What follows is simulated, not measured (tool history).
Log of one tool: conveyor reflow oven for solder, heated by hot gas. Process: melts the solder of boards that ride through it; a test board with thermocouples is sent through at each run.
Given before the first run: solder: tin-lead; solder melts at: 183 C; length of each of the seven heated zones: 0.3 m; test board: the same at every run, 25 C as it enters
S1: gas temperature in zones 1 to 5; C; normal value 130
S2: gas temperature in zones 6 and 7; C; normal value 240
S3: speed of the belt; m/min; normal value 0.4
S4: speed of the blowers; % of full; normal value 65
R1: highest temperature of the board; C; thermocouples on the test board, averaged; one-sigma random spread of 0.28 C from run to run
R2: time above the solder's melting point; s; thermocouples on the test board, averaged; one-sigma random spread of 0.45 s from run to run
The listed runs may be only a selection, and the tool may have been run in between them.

run   hour   S1   S2     S3  S4     R1    R2
  1      0  130  240    0.4  65  224.3  69.8
  2   16.8  130  240    0.4  65  223.5  69.2
  3   39.9  130  240    0.4  65  223.3  70.6
  4   61.9  130  240    0.4  65  223.5  69.3
  5   85.4  130  251    0.4  65  233.3  76.8
  6   97.7  130  251    0.4  65  233.3  76.6
  7  115.3  139  240    0.4  65  224.7    74
  8  140.1  130  240    0.4  70  224.2    71
  9  151.2  130  240    0.4  65  223.6  69.2
 10  173.6  130  240    0.4  65    223  70.2
 11  194.8  134  240    0.4  65  224.4  71.7
 12  221.8  134  240    0.4  65  223.6  71.8
     241.6  -- flux residue cleaned out of gas plates and filters
 13  249.7  134  240    0.4  65  224.8  72.5
 14  265.6  130  240    0.4  65  223.3  71.1
 15  286.7  130  240    0.4  54  220.6  66.6
 16  305.7  124  235    0.4  65  218.7  63.1
 17  318.8  129  240  0.356  65  226.7  81.9
 18  341.7  122  240    0.4  79  225.5  69.4
 19  359.8  122  230    0.4  78  215.8  62.2
 20  377.7  132  253    0.4  81  239.3  81.6
 21  393.1  137  240    0.4  62  224.1  73.5
 22  414.4  137  240  0.403  90  229.4  76.1
 23  435.4  130  240  0.323  58  228.9  92.3
 24  460.7  130  240    0.4  53  220.2  67.2
 25  475.7  130  240    0.4  53  220.6  67.3
 26  496.4  130  238    0.4  64  221.3  68.4
     502.8  -- belt drive overhauled, speed set with a stopwatch
 27  520.4  130  240  0.413  56    220  64.9
 28  532.8  117  234  0.399  67    217  60.6
 29  551.3  117  234  0.399  67  216.6  60.8

Run 30, settings as shown, results not yet in. Your forecast:
 30  568.3  130  240  0.393  89   ?   ?

Run 30 gave R1 228.8 C, R2 75.7 s.
Take away the tool's hidden state, keep the run-to-run variation as it was, and the same run would have given R1 228.9 C, R2 75.8 s.

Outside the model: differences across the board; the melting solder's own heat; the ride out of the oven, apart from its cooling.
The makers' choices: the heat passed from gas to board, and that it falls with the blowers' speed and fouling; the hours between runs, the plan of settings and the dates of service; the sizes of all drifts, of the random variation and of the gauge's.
